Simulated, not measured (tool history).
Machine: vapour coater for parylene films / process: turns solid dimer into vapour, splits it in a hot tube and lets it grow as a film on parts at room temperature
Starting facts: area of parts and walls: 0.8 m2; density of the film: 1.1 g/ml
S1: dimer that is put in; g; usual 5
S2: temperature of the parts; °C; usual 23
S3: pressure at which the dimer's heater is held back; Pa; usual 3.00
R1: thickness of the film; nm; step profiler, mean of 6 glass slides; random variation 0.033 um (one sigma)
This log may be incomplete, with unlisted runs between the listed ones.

| run | hour | S1 | S2 | S3 | R1 |
|---|---|---|---|---|---|
| 1 | 0.0 | 5 | 23 | 3.00 | 3210 |
| 2 | 26.1 | 5 | 23 | 3.00 | 3240 |
| 3 | 45.8 | 5 | 23 | 3.00 | 3210 |
| 4 | 61.8 | 5 | 23 | 3.00 | 3250 |
| 5 | 91.4 | 5 | 23 | 3.00 | 3190 |
| 6 | 118.3 | 5 | 23 | 3.00 | 3220 |
| 7 | 134.8 | 5 | 17 | 3.00 | 4040 |
| 8 | 166.6 | 5 | 17 | 3.00 | 4050 |
|  | 181.6 | trap's valve overhauled |
| 9 | 188.0 | 5 | 17 | 3.00 | 4030 |
| 10 | 218.5 | 5 | 17 | 3.00 | 4000 |
| 11 | 236.4 | 5 | 23 | 3.00 | 3240 |
| 12 | 255.6 | 5 | 30 | 3.00 | 2500 |
| 13 | 276.1 | 5 | 18 | 3.00 | 3910 |
| 14 | 306.0 | 5 | 18 | 3.00 | 3920 |
| 15 | 323.1 | 4 | 23 | 3.00 | 2560 |
| 16 | 351.2 | 5 | 33 | 3.00 | 2170 |
| 17 | 374.2 | 2 | 33 | 3.00 | 910 |
| 18 | 390.0 | 2 | 33 | 3.00 | 900 |
| 19 | 410.6 | 5 | 23 | 3.00 | 3220 |
| 20 | 436.3 | 5 | 23 | 3.00 | 3250 |
| 21 | 468.1 | 5 | 23 | 3.00 | 3270 |
| 22 | 501.1 | 2 | 23 | 3.00 | 1240 |
| 23 | 535.1 | 2 | 23 | 3.40 | 1300 |
| 24 | 558.0 | 5 | 23 | 3.00 | 3230 |
| 25 | 574.0 | 5 | 32 | 11.45 | 2040 |
| 26 | 599.0 | 5 | 32 | 11.45 | 2060 |
| 27 | 625.9 | 8 | 25 | 2.92 | 4800 |
| 28 | 651.4 | 7 | 26 | 2.92 | 4030 |
| 29 | 674.4 | 7 | 27 | 3.00 | 3910 |
| 30 | 690.7 | 2 | 28 | 4.46 | 1050 |
| 31 | 705.4 | 2 | 23 | 6.79 | 1210 |
| 32 | 719.9 | 5 | 34 | 2.63 | 2210 |
| 33 | 746.6 | 3 | 19 | 12.00 | 1970 |
| 34 | 768.6 | 5 | 34 | 7.26 | 2000 |
| 35 | 785.0 | 5 | 34 | 7.26 | 2010 |
| 36 | 807.1 | 5 | 34 | 11.19 | 1880 |
| 37 | 830.4 | 3 | 35 | 11.19 | 1120 |
| 38 | 859.6 | 3 | 35 | 11.19 | 1100 |
| 39 | 888.9 | 3 | 35 | 11.19 | 1120 |
| 40 | 916.5 | 2 | 15 | 7.08 | 1620 |
| 41 | 931.3 | 2 | 15 | 7.08 | 1610 |
| 42 | 962.4 | 4 | 15 | 3.09 | 3520 |
| 43 | 989.8 | 3 | 18 | 5.74 | 2240 |
| 44 | 1021.0 | 5 | 16 | 3.00 | 4210 |
| 45 | 1040.1 | 7 | 16 | 11.50 | 5220 |

The next listed run, before its measurement:
| 46 | 1069.6 | 7 | 16 | 11.50 | ? |

R1: 5250 nm
With the hidden condition absent and the run-to-run variation left alone, this run would have shown R1 5270 nm.

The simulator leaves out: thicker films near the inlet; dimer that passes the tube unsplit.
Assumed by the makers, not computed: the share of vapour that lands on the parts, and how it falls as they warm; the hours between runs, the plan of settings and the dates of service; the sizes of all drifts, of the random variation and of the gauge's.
